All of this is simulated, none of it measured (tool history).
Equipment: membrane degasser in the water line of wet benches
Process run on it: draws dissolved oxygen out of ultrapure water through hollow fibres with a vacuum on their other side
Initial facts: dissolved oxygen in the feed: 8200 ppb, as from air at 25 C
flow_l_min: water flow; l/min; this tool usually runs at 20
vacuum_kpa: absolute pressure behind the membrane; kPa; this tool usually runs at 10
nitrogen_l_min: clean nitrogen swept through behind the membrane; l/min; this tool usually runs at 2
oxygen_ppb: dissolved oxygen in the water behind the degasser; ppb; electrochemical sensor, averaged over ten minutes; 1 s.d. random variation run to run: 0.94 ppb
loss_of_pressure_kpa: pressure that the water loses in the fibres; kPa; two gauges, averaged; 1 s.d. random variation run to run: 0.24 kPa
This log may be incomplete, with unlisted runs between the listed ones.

run	day	flow_l_min	vacuum_kpa	nitrogen_l_min	oxygen_ppb	loss_of_pressure_kpa
1	0	20	10	2	163	62.82
2	1.271	20	10	0.89	337	62.92
3	3.638	20	10	0.89	334.1	63.26
4	5.204	20	24.5	0.89	958.7	63.18
5	7.425	20	24.5	4.66	224.4	62.86
6	9.642	20	17.2	4.66	148.6	62.92
7	11.796	20	17.2	4.66	149.8	63.36
8	13.15	20	17.2	4.66	148.8	63.01
9	15.221	20	13.5	4.66	113.7	62.88
10	16.475	20	13.5	4.66	111.1	63.39
11	18.696	20	13.5	4.66	112	63.15
12	20.85	20	13.5	4.66	112.8	63.47
13	22.458	20	13.5	4.66	111.6	62.96
14	24.804	20	13.5	4.66	112.1	63
15	26.121	20	10	2	164.9	63.47
16	27.729	20	10	2	164.9	63.37
17	29.15	14	7.6	2.27	68.9	44.32
18	31.333	15	15	3.31	132.2	47.52
19	33.338	20	6.6	5.46	35.6	63.3
20	34.971	20	6.6	5.46	35.5	63.45
21	37.067	20	7.3	2	103.6	63.2
22	39.533	20	7.3	2	104.1	63.6
23	41.571	24	10	4.01	107.9	75.77
24	43.592	24	23.8	4.01	301.6	75.96
25	45.038	24	23.8	4.01	300	76.44
26	46.371	29	10.5	1.78	287.6	92.06
27	48.321	13	13.6	1.78	183.5	41.33
28	50.175	13	13.6	1.78	185.4	41.29
29	52.229	15	6.3	1.76	68.3	47.71
30	53.246	17	15.6	2	250.7	54.35
31	54.6	17	15.6	2	251.3	53.77
32	56.833	30	10	2	257.6	95.77

Below, each run's measurement less what the same run would have read without the hidden state. Both values contain the same run-to-run variation, but the gauge's scatter may not be the same in both:
Hidden conditions of the tool in this case: membrane still open, %; true pressure behind the membrane over the reading, kPa; air that leaks in behind the membrane, l/min; drift of the gauge itself on oxygen_ppb, %; drift of the gauge itself on loss_of_pressure_kpa, %.
run	oxygen_ppb	loss_of_pressure_kpa
1	+3.9	+1.17
2	+7.6	+1.19
3	+7.7	+1.21
4	+7.6	+1.24
5	+2.4	+1.26
6	+2.4	+1.29
7	+2.5	+1.33
8	+2.5	+1.34
9	+2.5	+1.37
10	+2.5	+1.39
11	+2.6	+1.42
12	+2.7	+1.44
13	+2.6	+1.45
14	+2.7	+1.49
15	+5.2	+1.53
16	+5.2	+1.53
17	+3.3	+1.1
18	+2.8	+1.19
19	+2.5	+1.61
20	+2.5	+1.64
21	+5.6	+1.66
22	+5.8	+1.69
23	+4.6	+2.07
24	+5.1	+2.1
25	+5.1	+2.13
26	+10.9	+2.59
27	+4.9	+1.19
28	+5	+1.19
29	+5.2	+1.4
30	+5.9	+1.6
31	+5.9	+1.61
32	+11.7	+2.89
